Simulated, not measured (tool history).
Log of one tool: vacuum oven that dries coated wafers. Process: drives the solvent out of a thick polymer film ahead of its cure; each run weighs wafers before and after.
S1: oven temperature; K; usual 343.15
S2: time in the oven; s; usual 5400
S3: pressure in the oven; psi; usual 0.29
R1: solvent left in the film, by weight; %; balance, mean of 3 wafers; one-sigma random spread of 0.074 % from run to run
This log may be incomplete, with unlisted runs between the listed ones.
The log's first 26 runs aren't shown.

Run 27, hour 2057.3: usual settings but S2 3780 s. Result: R1 9.07 %.
Run 28, hour 2142.8: usual settings but S1 341.15 K. Result: R1 7.98 %.
At hour 2153.9: oven's thermocouples calibrated.
Run 29, hour 2196: usual settings but S2 3480 s, S3 0.77 psi. Result: R1 11.06 %.
Run 30, hour 2243.6: usual settings but S2 3480 s, S3 0.77 psi. Result: R1 11.3 %.
Run 31, hour 2328.2: usual settings but S1 329.15 K, S2 5280 s, S3 0.289 psi. Result: R1 13.68 %.
Run 32, hour 2393.4: usual settings but S1 329.15 K, S2 5280 s, S3 0.289 psi. Result: R1 13.93 %.
At hour 2425.7: oven's thermocouples calibrated, once more.
Run 33, hour 2445.9: usual settings but S1 329.15 K, S2 5280 s, S3 0.289 psi. Result: R1 12.33 %.
Run 34, hour 2527.1: usual settings but S1 333.15 K, S2 2700 s, S3 0.287 psi. Result: R1 13.24 %.
Run 35, hour 2618.3: usual settings but S1 333.15 K, S2 2700 s, S3 0.287 psi. Result: R1 13.43 %.
Run 36, hour 2689.1: usual settings but S1 333.15 K, S2 2700 s, S3 0.287 psi. Result: R1 13.41 %.
At hour 2782.5: vacuum gauge cleaned of residue and calibrated.
Run 37, hour 2785: usual settings but S1 333.15 K, S2 2700 s, S3 0.287 psi. Result: R1 13.25 %.
Run 38, hour 2856.6: usual settings but S2 2700 s, S3 0.663 psi. Result: R1 10.6 %.
Run 39, hour 2928.3: usual settings but S1 356.15 K, S2 5520 s. Result: R1 1.37 %.
Run 40, hour 2994.9: usual settings but S1 356.15 K, S2 5520 s. Result: R1 1.34 %.
Run 41, hour 3073.4: usual settings but S1 356.15 K, S2 5520 s. Result: R1 1.42 %.
Run 42, hour 3140.7: usual settings but S3 1.02 psi. Result: R1 8.54 %.
Run 43, hour 3198.7: usual settings but S2 3180 s, S3 0.151 psi. Result: R1 8.49 %.
Run 44, hour 3254: usual settings but S1 333.15 K, S2 4080 s, S3 0.354 psi. Result: R1 12.24 %.
Run 45, hour 3357.1: usual settings but S2 6660 s, S3 0.319 psi. Result: R1 5 %.
Run 46, hour 3438.5: usual settings but S2 6660 s, S3 0.319 psi. Result: R1 5.19 %.

Here are 5 independent what-if runs from the current tool condition. What would each one return?
Run A, hour 3534.2: usual settings but S2 6660 s, S3 0.745 psi. Result: R1 ?.
Run B, hour 3534.2: usual settings but S1 341.15 K, S2 6660 s, S3 0.319 psi. Result: R1 ?.
Run C, hour 3534.2: usual settings but S2 9060 s. Result: R1 ?.
Run D, hour 3534.2: usual settings but S1 332.15 K, S2 6540 s, S3 0.319 psi. Result: R1 ?.
Run E, hour 3534.2: usual settings but S1 355.15 K, S2 4140 s, S3 0.357 psi. Result: R1 ?.

run     R1
  A   6.93
  B   6.08
  C   3.59
  D  10.47
  E    2.8
With no hidden state in the tool, these same runs would have given:
run    R1
  A  6.13
  B  5.27
  C  2.96
  D  9.68
  E  2.31
